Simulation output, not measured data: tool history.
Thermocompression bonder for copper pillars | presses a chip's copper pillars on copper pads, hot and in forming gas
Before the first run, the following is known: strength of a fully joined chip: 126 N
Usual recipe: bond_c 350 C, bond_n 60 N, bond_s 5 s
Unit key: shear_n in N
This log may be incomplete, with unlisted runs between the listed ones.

| run | day | bond_c | bond_n | bond_s | shear_n |
|---|---|---|---|---|---|
| 1 | 0 | 350 | 60 | 5 | 80.8 |
| 2 | 0.496 | 350 | 60 | 9 | 90.7 |
| 3 | 1.062 | 350 | 60 | 9 | 91.4 |
| 4 | 1.412 | 350 | 60 | 9 | 92 |
|  | 1.846 | forming gas filter changed |
| 5 | 1.846 | 350 | 60 | 5 | 89.4 |
| 6 | 2.425 | 350 | 60 | 3 | 77.1 |
| 7 | 2.788 | 350 | 60 | 3 | 77.2 |
| 8 | 3.288 | 350 | 81 | 5 | 106.7 |
| 9 | 3.8 | 350 | 45 | 5 | 70.8 |
| 10 | 4.367 | 350 | 60 | 5 | 88 |
| 11 | 4.796 | 350 | 39 | 5 | 61.3 |
| 12 | 5.083 | 350 | 60 | 5 | 88.7 |
| 13 | 5.438 | 323 | 60 | 5 | 73.5 |
| 14 | 6.029 | 350 | 60 | 5 | 88.7 |
| 15 | 6.425 | 356 | 60 | 5 | 91.6 |
| 16 | 6.762 | 350 | 60 | 5 | 88.2 |
| 17 | 7.342 | 350 | 60 | 5 | 85.9 |
| 18 | 7.829 | 361 | 44 | 4 | 69.5 |
| 19 | 8.183 | 339 | 44 | 3 | 50.1 |
| 20 | 8.538 | 339 | 44 | 3 | 51 |
| 21 | 9.021 | 339 | 44 | 3 | 51.4 |
| 22 | 9.271 | 335 | 84 | 3 | 86.8 |
| 23 | 9.633 | 335 | 84 | 3 | 87.2 |
| 24 | 10.167 | 360 | 60 | 10 | 101.7 |
| 25 | 10.525 | 360 | 60 | 10 | 102 |
| 26 | 10.979 | 360 | 60 | 10 | 103.6 |
| 27 | 11.275 | 360 | 60 | 10 | 100.4 |
| 28 | 11.883 | 344 | 82 | 11 | 109.5 |
| 29 | 12.45 | 322 | 82 | 5 | 88.6 |
| 30 | 12.754 | 332 | 60 | 15 | 96 |
| 31 | 13.033 | 332 | 37 | 15 | 68.6 |
| 32 | 13.304 | 332 | 37 | 15 | 67.2 |
| 33 | 13.6 | 332 | 55 | 9 | 82 |
| 34 | 14.133 | 348 | 50 | 3 | 58.4 |

Forecast each of these 3 alternatives for the next run:
| A | 14.408 | 343 | 50 | 3 | ? |
| B | 14.408 | 365 | 49 | 3 | ? |
| C | 14.408 | 350 | 62 | 5 | ? |

| run | shear_n |
|---|---|
| A | 58.6 |
| B | 67.2 |
| C | 84.3 |
Without the tool's unlogged condition, the same runs would have read:
| run | shear_n |
|---|---|
| A | 60.7 |
| B | 70 |
| C | 88.6 |
